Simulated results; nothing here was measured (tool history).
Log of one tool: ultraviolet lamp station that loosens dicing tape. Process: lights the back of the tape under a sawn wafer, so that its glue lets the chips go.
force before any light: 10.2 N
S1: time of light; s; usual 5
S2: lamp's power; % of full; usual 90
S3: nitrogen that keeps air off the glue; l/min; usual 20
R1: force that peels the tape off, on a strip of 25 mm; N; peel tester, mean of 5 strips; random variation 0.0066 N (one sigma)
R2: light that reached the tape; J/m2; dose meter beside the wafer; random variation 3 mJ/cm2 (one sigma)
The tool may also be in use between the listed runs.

run	hour	S1	S2	S3	R1	R2
1	0	5	90	20	0.308	3760
2	4.4	5	90	12	0.487	3790
3	10.4	5	90	12	0.495	3710
4	17.4	5	90	12	0.499	3800
5	24.4	5	90	12	0.484	3750
6	31.3	5	90	14	0.449	3730
7	36.5	5	90	14	0.438	3710
8	45.6	5	90	14	0.449	3700
9	53.9	5	90	14	0.439	3740
10	61.1	5	90	14	0.443	3680
11	68.2	5	90	14	0.46	3670
12	73.4	5	90	14	0.454	3680
13	78	5	90	14	0.449	3610
14	84	5	64	20	0.895	2570
15	89.5	5	64	20	0.848	2580
16	94.6	7	63	24	0.332	3590
17	104	7	63	24	0.332	3550
18	109.6	7	63	24	0.327	3580
19	117.4	9	85	6	0.229	6160
20	125.7	3	85	6	2.494	2060
21	131.9	5	81	36	0.339	3260
22	137.7	5	81	36	0.331	3260
23	145.3	3	90	20	1.26	2140
24	150.7	10	78	29	0.095	6210
25	159.2	8	63	20	0.285	3980
26	165.2	6	62	20	0.608	2950
27	171	7	79	30	0.169	4350
28	179.9	2	62	30	3.559	980

Forecast each of these 5 alternatives for the next run:
A	185.9	9	62	30	?	?
B	185.9	2	62	13	?	?
C	185.9	6	95	39	?	?
D	185.9	5	61	16	?	?
E	185.9	6	66	30	?	?

run	R1	R2
A	0.163	4320
B	4.45	930
C	0.151	4440
D	1.14	2410
E	0.411	3110
Without the tool's hidden state the same runs would have given:
run	R1	R2
A	0.108	5360
B	3.648	1160
C	0.111	5500
D	0.704	2980
E	0.228	3850

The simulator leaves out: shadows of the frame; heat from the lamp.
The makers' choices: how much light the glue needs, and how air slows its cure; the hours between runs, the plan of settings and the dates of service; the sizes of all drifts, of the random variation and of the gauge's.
